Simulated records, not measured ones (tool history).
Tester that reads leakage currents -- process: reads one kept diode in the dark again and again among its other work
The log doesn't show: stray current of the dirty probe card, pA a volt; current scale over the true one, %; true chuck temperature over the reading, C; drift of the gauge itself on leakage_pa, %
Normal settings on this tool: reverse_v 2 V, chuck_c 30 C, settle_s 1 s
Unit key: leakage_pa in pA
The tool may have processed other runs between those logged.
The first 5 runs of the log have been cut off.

| run | hour | reverse_v | chuck_c | settle_s | hours of work since the probe card was cleaned | hours of work since the tester was calibrated | hours of work since the chuck was calibrated | leakage_pa |
|---|---|---|---|---|---|---|---|---|
| 6 | 628.9 | 2 | 30 | 1 | 389 | 2395 | 210 | 172.15 |
| 7 | 769.2 | 2.89 | 30 | 1 | 461 | 2467 | 282 | 216.53 |
| 8 | 911 | 2.89 | 30 | 1 | 534 | 2540 | 355 | 219.7 |
| 9 | 988.2 | 2 | 30 | 1 | 573 | 2579 | 394 | 181.51 |
| 10 | 1105.3 | 2 | 30 | 1 | 633 | 2640 | 454 | 184.79 |
|  | 1215.3 | chuck's temperature calibrated |
| 11 | 1215.3 | 2 | 30 | 1 | 689 | 2695 | 0 | 166.77 |
| 12 | 1377 | 2 | 30 | 1 | 772 | 2778 | 83 | 170.6 |
| 13 | 1499.8 | 2 | 30 | 1 | 835 | 2841 | 146 | 175.03 |
| 14 | 1586.7 | 2 | 30 | 1.25 | 880 | 2886 | 191 | 175.51 |
| 15 | 1692.2 | 2 | 30 | 1 | 934 | 2940 | 245 | 180.1 |
| 16 | 1768.7 | 2 | 30 | 1 | 973 | 2979 | 284 | 181.12 |
| 17 | 1867.1 | 2 | 53 | 1 | 1024 | 3030 | 335 | 898.49 |
| 18 | 2034.4 | 2 | 53 | 1 | 1110 | 3116 | 421 | 919.97 |
| 19 | 2109.4 | 2 | 53 | 1 | 1148 | 3154 | 459 | 933.7 |
|  | 2214.8 | chuck's temperature calibrated |
| 20 | 2269.6 | 7.78 | 30 | 1 | 1229 | 3236 | 28 | 352.23 |
| 21 | 2436 | 7.78 | 30 | 1 | 1315 | 3321 | 114 | 363.15 |
| 22 | 2514.4 | 7.78 | 30 | 1 | 1355 | 3361 | 154 | 365.22 |

What will run 23 give?
| 23 | 2647.7 | 7.78 | 50 | 1 | 1424 | 3430 | 222 | ? |

leakage_pa: 1511.01 pA
Minus the tool's unlogged condition, the same run would have read leakage_pa 1403.85 pA.
